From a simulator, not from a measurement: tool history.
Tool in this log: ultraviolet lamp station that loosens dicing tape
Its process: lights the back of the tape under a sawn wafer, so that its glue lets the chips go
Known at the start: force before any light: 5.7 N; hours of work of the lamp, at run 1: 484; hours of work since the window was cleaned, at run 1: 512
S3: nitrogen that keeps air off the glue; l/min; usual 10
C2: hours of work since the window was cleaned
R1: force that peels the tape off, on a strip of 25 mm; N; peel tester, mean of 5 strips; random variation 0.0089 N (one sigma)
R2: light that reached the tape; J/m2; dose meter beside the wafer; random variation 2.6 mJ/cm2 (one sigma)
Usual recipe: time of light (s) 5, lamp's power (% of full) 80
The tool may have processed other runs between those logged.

{"run": 1, "hour": 0.0, "time of light (s)": 5, "lamp's power (% of full)": 80, "S3": 10, "hours of work of the lamp": 484, "C2": 512, "R1": 0.573, "R2": 2640}
{"run": 2, "hour": 17.9, "time of light (s)": 5, "lamp's power (% of full)": 80, "S3": 10, "hours of work of the lamp": 499, "C2": 526, "R1": 0.6, "R2": 2630}
{"run": 3, "hour": 49.7, "time of light (s)": 5, "lamp's power (% of full)": 80, "S3": 10, "hours of work of the lamp": 524, "C2": 551, "R1": 0.604, "R2": 2590}
{"hour": 71.6, "done": "window cleaned of glue's vapour"}
{"run": 4, "hour": 73.3, "time of light (s)": 5, "lamp's power (% of full)": 80, "S3": 10, "hours of work of the lamp": 543, "C2": 1, "R1": 0.511, "R2": 2810}
{"run": 5, "hour": 93.3, "time of light (s)": 5, "lamp's power (% of full)": 80, "S3": 10, "hours of work of the lamp": 559, "C2": 17, "R1": 0.492, "R2": 2760}
{"run": 6, "hour": 121.0, "time of light (s)": 5, "lamp's power (% of full)": 80, "S3": 10, "hours of work of the lamp": 581, "C2": 39, "R1": 0.529, "R2": 2790}
{"run": 7, "hour": 152.2, "time of light (s)": 5, "lamp's power (% of full)": 80, "S3": 10, "hours of work of the lamp": 606, "C2": 64, "R1": 0.524, "R2": 2730}
{"run": 8, "hour": 174.2, "time of light (s)": 5, "lamp's power (% of full)": 80, "S3": 10, "hours of work of the lamp": 623, "C2": 82, "R1": 0.538, "R2": 2750}
{"run": 9, "hour": 203.5, "time of light (s)": 5, "lamp's power (% of full)": 80, "S3": 10, "hours of work of the lamp": 647, "C2": 105, "R1": 0.541, "R2": 2680}
{"run": 10, "hour": 225.1, "time of light (s)": 5, "lamp's power (% of full)": 80, "S3": 6, "hours of work of the lamp": 664, "C2": 123, "R1": 0.752, "R2": 2660}
{"run": 11, "hour": 252.5, "time of light (s)": 5, "lamp's power (% of full)": 69, "S3": 4, "hours of work of the lamp": 686, "C2": 145, "R1": 1.203, "R2": 2300}
{"run": 12, "hour": 278.5, "time of light (s)": 3, "lamp's power (% of full)": 80, "S3": 5, "hours of work of the lamp": 707, "C2": 165, "R1": 1.733, "R2": 1600}
{"run": 13, "hour": 307.5, "time of light (s)": 5, "lamp's power (% of full)": 88, "S3": 7, "hours of work of the lamp": 730, "C2": 189, "R1": 0.604, "R2": 2860}
{"run": 14, "hour": 331.0, "time of light (s)": 5, "lamp's power (% of full)": 88, "S3": 7, "hours of work of the lamp": 749, "C2": 207, "R1": 0.61, "R2": 2850}
{"run": 15, "hour": 346.0, "time of light (s)": 7, "lamp's power (% of full)": 88, "S3": 13, "hours of work of the lamp": 761, "C2": 219, "R1": 0.209, "R2": 3940}
{"run": 16, "hour": 368.8, "time of light (s)": 3, "lamp's power (% of full)": 88, "S3": 8, "hours of work of the lamp": 779, "C2": 237, "R1": 1.36, "R2": 1650}
{"run": 17, "hour": 389.0, "time of light (s)": 3, "lamp's power (% of full)": 88, "S3": 8, "hours of work of the lamp": 795, "C2": 254, "R1": 1.384, "R2": 1690}
{"run": 18, "hour": 419.7, "time of light (s)": 3, "lamp's power (% of full)": 88, "S3": 8, "hours of work of the lamp": 819, "C2": 278, "R1": 1.419, "R2": 1650}
{"run": 19, "hour": 445.6, "time of light (s)": 9, "lamp's power (% of full)": 76, "S3": 7, "hours of work of the lamp": 840, "C2": 299, "R1": 0.279, "R2": 4210}

Here are 3 independent what-if runs from the current tool condition. What would each one return?
{"run": "A", "hour": 465.2, "time of light (s)": 3, "lamp's power (% of full)": 95, "S3": 7, "hours of work of the lamp": 856, "C2": 315, "R1": "?", "R2": "?"}
{"run": "B", "hour": 465.2, "time of light (s)": 3, "lamp's power (% of full)": 89, "S3": 4, "hours of work of the lamp": 856, "C2": 315, "R1": "?", "R2": "?"}
{"run": "C", "hour": 465.2, "time of light (s)": 7, "lamp's power (% of full)": 76, "S3": 7, "hours of work of the lamp": 856, "C2": 315, "R1": "?", "R2": "?"}

run=A R1=1.443 R2=1800
run=B R1=1.834 R2=1650
run=C R1=0.446 R2=3250
With the hidden condition removed and each run's random variation left untouched, the same runs would have given:
run=A R1=0.945 R2=2360
run=B R1=1.306 R2=2160
run=C R1=0.247 R2=4270

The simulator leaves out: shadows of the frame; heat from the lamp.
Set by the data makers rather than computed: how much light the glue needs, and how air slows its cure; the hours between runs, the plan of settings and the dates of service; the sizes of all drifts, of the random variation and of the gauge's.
